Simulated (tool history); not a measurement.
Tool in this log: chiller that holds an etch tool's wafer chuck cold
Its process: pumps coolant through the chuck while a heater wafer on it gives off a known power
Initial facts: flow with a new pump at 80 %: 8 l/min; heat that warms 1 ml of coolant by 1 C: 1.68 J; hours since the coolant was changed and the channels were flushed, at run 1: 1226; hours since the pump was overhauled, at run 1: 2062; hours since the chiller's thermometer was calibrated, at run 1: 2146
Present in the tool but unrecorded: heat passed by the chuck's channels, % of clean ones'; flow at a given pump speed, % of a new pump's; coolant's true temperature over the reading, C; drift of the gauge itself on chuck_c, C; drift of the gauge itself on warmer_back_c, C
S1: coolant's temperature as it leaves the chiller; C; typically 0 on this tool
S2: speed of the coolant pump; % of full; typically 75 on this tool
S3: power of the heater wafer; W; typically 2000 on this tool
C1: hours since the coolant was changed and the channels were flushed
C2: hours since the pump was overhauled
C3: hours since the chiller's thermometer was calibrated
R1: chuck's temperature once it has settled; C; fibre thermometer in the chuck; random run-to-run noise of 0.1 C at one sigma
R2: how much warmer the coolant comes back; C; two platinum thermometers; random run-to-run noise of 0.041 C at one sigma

{"run": 1, "hour": 0.0, "S1": 0, "S2": 75, "S3": 2000, "C1": 1226, "C2": 2062, "C3": 2146, "R1": 15.9, "R2": 9.9}
{"run": 2, "hour": 29.3, "S1": 0, "S2": 75, "S3": 2000, "C1": 1256, "C2": 2092, "C3": 2175, "R1": 16, "R2": 9.91}
{"run": 3, "hour": 62.6, "S1": 0, "S2": 75, "S3": 2000, "C1": 1289, "C2": 2125, "C3": 2209, "R1": 16.2, "R2": 9.94}
{"run": 4, "hour": 115.0, "S1": 0, "S2": 75, "S3": 2027, "C1": 1341, "C2": 2177, "C3": 2261, "R1": 16.4, "R2": 10.08}
{"hour": 120.3, "done": "chiller's thermometer calibrated"}
{"run": 5, "hour": 170.2, "S1": 0, "S2": 75, "S3": 2027, "C1": 1396, "C2": 2231, "C3": 50, "R1": 16.1, "R2": 10.1}
{"run": 6, "hour": 208.8, "S1": 0, "S2": 75, "S3": 1267, "C1": 1434, "C2": 2270, "C3": 88, "R1": 10.2, "R2": 6.34}
{"hour": 219.8, "done": "chiller's thermometer calibrated, once more"}
{"run": 7, "hour": 251.1, "S1": 0, "S2": 75, "S3": 1267, "C1": 1475, "C2": 2311, "C3": 31, "R1": 10.4, "R2": 6.34}
{"run": 8, "hour": 307.4, "S1": 3, "S2": 72, "S3": 1347, "C1": 1532, "C2": 2368, "C3": 88, "R1": 14.2, "R2": 7.06}
{"run": 9, "hour": 333.2, "S1": 3, "S2": 70, "S3": 1347, "C1": 1558, "C2": 2393, "C3": 113, "R1": 14.6, "R2": 7.21}
{"run": 10, "hour": 388.3, "S1": 3, "S2": 70, "S3": 1347, "C1": 1613, "C2": 2449, "C3": 168, "R1": 14.5, "R2": 7.19}
{"run": 11, "hour": 436.8, "S1": -5, "S2": 64, "S3": 1096, "C1": 1661, "C2": 2497, "C3": 217, "R1": 5.1, "R2": 6.47}
{"run": 12, "hour": 498.1, "S1": 7, "S2": 92, "S3": 1903, "C1": 1722, "C2": 2558, "C3": 278, "R1": 20.6, "R2": 7.62}
{"run": 13, "hour": 544.8, "S1": -5, "S2": 95, "S3": 1726, "C1": 1769, "C2": 2605, "C3": 325, "R1": 7, "R2": 6.72}
{"run": 14, "hour": 571.8, "S1": 0, "S2": 75, "S3": 1797, "C1": 1796, "C2": 2632, "C3": 352, "R1": 14.9, "R2": 9.02}

What if the next run were any one of these 5? Each begins from the tool's condition after run 14:
{"run": "A", "hour": 634.3, "S1": -7, "S2": 65, "S3": 2212, "C1": 1859, "C2": 2695, "C3": 414, "R1": "?", "R2": "?"}
{"run": "B", "hour": 634.3, "S1": -3, "S2": 74, "S3": 1381, "C1": 1859, "C2": 2695, "C3": 414, "R1": "?", "R2": "?"}
{"run": "C", "hour": 634.3, "S1": 9, "S2": 94, "S3": 1190, "C1": 1859, "C2": 2695, "C3": 414, "R1": "?", "R2": "?"}
{"run": "D", "hour": 634.3, "S1": 7, "S2": 94, "S3": 1056, "C1": 1859, "C2": 2695, "C3": 414, "R1": "?", "R2": "?"}
{"run": "E", "hour": 634.3, "S1": 0, "S2": 88, "S3": 2000, "C1": 1859, "C2": 2695, "C3": 414, "R1": "?", "R2": "?"}

run=A R1=13.3 R2=12.95
run=B R1=8.5 R2=7.02
run=C R1=17.3 R2=4.71
run=D R1=14.4 R2=4.13
run=E R1=14.8 R2=8.46
Without the tool's hidden state the same runs would have given:
run=A R1=12.1 R2=12.33
run=B R1=7.8 R2=6.69
run=C R1=16.9 R2=4.48
run=D R1=13.9 R2=3.94
run=E R1=13.9 R2=8.06
